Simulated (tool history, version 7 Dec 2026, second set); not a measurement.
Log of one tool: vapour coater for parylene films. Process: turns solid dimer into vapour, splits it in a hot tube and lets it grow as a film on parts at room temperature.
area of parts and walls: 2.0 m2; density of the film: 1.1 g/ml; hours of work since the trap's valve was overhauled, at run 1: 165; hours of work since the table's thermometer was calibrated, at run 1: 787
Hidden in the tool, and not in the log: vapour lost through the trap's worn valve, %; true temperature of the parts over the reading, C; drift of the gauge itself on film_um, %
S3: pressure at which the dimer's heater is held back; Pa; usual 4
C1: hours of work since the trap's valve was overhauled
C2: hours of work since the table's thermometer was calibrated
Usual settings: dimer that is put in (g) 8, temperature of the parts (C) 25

run 1 hour=0 | dimer_that_is_put_in_(g)=8 temperature_of_the_parts_(C)=25 S3=4 | C1=165 C2=787 | thickness_of_the_film_(µm)=2.3
run 2 hour=19.2 | dimer_that_is_put_in_(g)=8 temperature_of_the_parts_(C)=25 S3=4 | C1=174 C2=796 | thickness_of_the_film_(µm)=2.25
run 3 hour=45.1 | dimer_that_is_put_in_(g)=8 temperature_of_the_parts_(C)=25 S3=4 | C1=186 C2=808 | thickness_of_the_film_(µm)=2.25
run 4 hour=66.8 | dimer_that_is_put_in_(g)=8 temperature_of_the_parts_(C)=25 S3=4 | C1=196 C2=818 | thickness_of_the_film_(µm)=2.28
run 5 hour=111.5 | dimer_that_is_put_in_(g)=8 temperature_of_the_parts_(C)=25 S3=4 | C1=216 C2=838 | thickness_of_the_film_(µm)=2.25
run 6 hour=148.4 | dimer_that_is_put_in_(g)=8 temperature_of_the_parts_(C)=25 S3=11.21 | C1=233 C2=855 | thickness_of_the_film_(µm)=2.03
run 7 hour=190 | dimer_that_is_put_in_(g)=8 temperature_of_the_parts_(C)=25 S3=11.21 | C1=252 C2=874 | thickness_of_the_film_(µm)=2.03
run 8 hour=212.3 | dimer_that_is_put_in_(g)=8 temperature_of_the_parts_(C)=25 S3=11.09 | C1=262 C2=884 | thickness_of_the_film_(µm)=2.03
run 9 hour=230.9 | dimer_that_is_put_in_(g)=8 temperature_of_the_parts_(C)=34 S3=4 | C1=270 C2=892 | thickness_of_the_film_(µm)=1.71
run 10 hour=268.9 | dimer_that_is_put_in_(g)=8 temperature_of_the_parts_(C)=34 S3=4 | C1=288 C2=910 | thickness_of_the_film_(µm)=1.73
run 11 hour=306.1 | dimer_that_is_put_in_(g)=6 temperature_of_the_parts_(C)=25 S3=4 | C1=304 C2=927 | thickness_of_the_film_(µm)=1.65
run 12 hour=344.9 | dimer_that_is_put_in_(g)=8 temperature_of_the_parts_(C)=25 S3=4 | C1=322 C2=944 | thickness_of_the_film_(µm)=2.2
run 13 hour=388.5 | dimer_that_is_put_in_(g)=8 temperature_of_the_parts_(C)=25 S3=3.35 | C1=342 C2=964 | thickness_of_the_film_(µm)=2.24
run 14 hour=433.2 | dimer_that_is_put_in_(g)=8 temperature_of_the_parts_(C)=25 S3=8.66 | C1=362 C2=984 | thickness_of_the_film_(µm)=2.02
run 15 hour=473.5 | dimer_that_is_put_in_(g)=8 temperature_of_the_parts_(C)=25 S3=8.66 | C1=381 C2=1003 | thickness_of_the_film_(µm)=2.03
-- hour=480 trap's valve overhauled
-- hour=481 table's thermometer calibrated
run 16 hour=518.9 | dimer_that_is_put_in_(g)=8 temperature_of_the_parts_(C)=25 S3=4 | C1=17 C2=17 | thickness_of_the_film_(µm)=2.34
run 17 hour=543.2 | dimer_that_is_put_in_(g)=8 temperature_of_the_parts_(C)=25 S3=4 | C1=28 C2=28 | thickness_of_the_film_(µm)=2.35
-- hour=570.3 table's thermometer calibrated, once more
run 18 hour=573.5 | dimer_that_is_put_in_(g)=8 temperature_of_the_parts_(C)=25 S3=4 | C1=42 C2=1 | thickness_of_the_film_(µm)=2.3
run 19 hour=594.7 | dimer_that_is_put_in_(g)=8 temperature_of_the_parts_(C)=25 S3=6.76 | C1=51 C2=11 | thickness_of_the_film_(µm)=2.2
run 20 hour=619.1 | dimer_that_is_put_in_(g)=8 temperature_of_the_parts_(C)=25 S3=5.94 | C1=62 C2=22 | thickness_of_the_film_(µm)=2.2
run 21 hour=658.7 | dimer_that_is_put_in_(g)=8 temperature_of_the_parts_(C)=25 S3=5.08 | C1=80 C2=40 | thickness_of_the_film_(µm)=2.23
run 22 hour=696.5 | dimer_that_is_put_in_(g)=8 temperature_of_the_parts_(C)=25 S3=5.08 | C1=98 C2=57 | thickness_of_the_film_(µm)=2.23
run 23 hour=724.4 | dimer_that_is_put_in_(g)=10 temperature_of_the_parts_(C)=33 S3=8.93 | C1=110 C2=70 | thickness_of_the_film_(µm)=2.09
run 24 hour=760 | dimer_that_is_put_in_(g)=10 temperature_of_the_parts_(C)=33 S3=8.93 | C1=126 C2=86 | thickness_of_the_film_(µm)=2.11
run 25 hour=785.3 | dimer_that_is_put_in_(g)=3 temperature_of_the_parts_(C)=25 S3=6.25 | C1=138 C2=98 | thickness_of_the_film_(µm)=0.81
run 26 hour=815.7 | dimer_that_is_put_in_(g)=8 temperature_of_the_parts_(C)=25 S3=6.77 | C1=152 C2=112 | thickness_of_the_film_(µm)=2.17
run 27 hour=838.8 | dimer_that_is_put_in_(g)=5 temperature_of_the_parts_(C)=25 S3=9.07 | C1=162 C2=122 | thickness_of_the_film_(µm)=1.3
run 28 hour=860.1 | dimer_that_is_put_in_(g)=5 temperature_of_the_parts_(C)=23 S3=9.07 | C1=172 C2=132 | thickness_of_the_film_(µm)=1.37
run 29 hour=901.7 | dimer_that_is_put_in_(g)=5 temperature_of_the_parts_(C)=25 S3=2.71 | C1=191 C2=151 | thickness_of_the_film_(µm)=1.45
run 30 hour=932.3 | dimer_that_is_put_in_(g)=5 temperature_of_the_parts_(C)=25 S3=2.71 | C1=205 C2=165 | thickness_of_the_film_(µm)=1.45
run 31 hour=956.3 | dimer_that_is_put_in_(g)=8 temperature_of_the_parts_(C)=21 S3=4 | C1=216 C2=176 | thickness_of_the_film_(µm)=2.5
run 32 hour=985.8 | dimer_that_is_put_in_(g)=4 temperature_of_the_parts_(C)=23 S3=8.54 | C1=229 C2=189 | thickness_of_the_film_(µm)=1.1
run 33 hour=1026 | dimer_that_is_put_in_(g)=4 temperature_of_the_parts_(C)=23 S3=8.54 | C1=247 C2=207 | thickness_of_the_film_(µm)=1.1
run 34 hour=1054.9 | dimer_that_is_put_in_(g)=4 temperature_of_the_parts_(C)=26 S3=3.87 | C1=261 C2=220 | thickness_of_the_film_(µm)=1.07

Forecast run 35:
run 35 hour=1085.2 | dimer_that_is_put_in_(g)=8 temperature_of_the_parts_(C)=25 S3=3.09 | C1=274 C2=234 | thickness_of_the_film_(µm)=?

{"run 35": {"thickness of the film (µm)": 2.28}}
Without the tool's hidden state the same run would have given thickness of the film (µm) 2.39.
